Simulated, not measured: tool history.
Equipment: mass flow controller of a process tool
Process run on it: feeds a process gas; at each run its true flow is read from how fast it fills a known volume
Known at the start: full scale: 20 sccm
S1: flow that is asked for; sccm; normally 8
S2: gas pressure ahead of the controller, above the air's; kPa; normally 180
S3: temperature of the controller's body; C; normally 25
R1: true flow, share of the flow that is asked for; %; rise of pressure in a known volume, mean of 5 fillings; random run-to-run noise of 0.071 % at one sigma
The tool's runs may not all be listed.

run,day,S1,S2,S3,R1
1,0,8,180,25,99.63
2,15.108,8,180,25,99.7
3,33.521,8,180,25,99.83
4,52.329,8,180,25,99.83
5,60.358,8,180,25,99.83
6,68.421,8,180,25,99.89
7,80.479,8,180,28,100.1
8,95.196,8,180,23,99.81
9,105.758,8,180,20,99.83
10,117.138,8,180,20,99.96
11,133.246,8,180,20,100.08
12,147.708,8,180,20,100.03
# day 163.254: controller's zero set anew
13,163.779,8,180,20,100.05
14,176.092,3,233,25,99.9
15,189.542,3,233,25,99.71
16,200.996,14,273,39,100.59
17,219.579,14,273,39,100.71
18,234.938,3,202,37,100.74
19,246.512,2,185,36,100.65
20,255.85,10,253,35,100.59
21,270.342,13,165,35,101.25
22,282.5,13,165,21,100.77
23,293.367,13,165,21,100.65
# day 299.121: gauge calibrated
24,309.067,13,219,36,100.08
25,319.446,8,144,25,99.9
26,332.083,8,225,25,99.55

What if the next run were any one of these 3? Each begins from the tool's condition after run 26:
A,341.425,7,202,32,?
B,341.425,8,225,38,?
C,341.425,8,156,21,?

run,R1
A,100.02
B,100.1
C,99.81
Stripped of hidden state, with their random variation kept, the same runs would have yielded:
run,R1
A,99.87
B,99.95
C,99.66
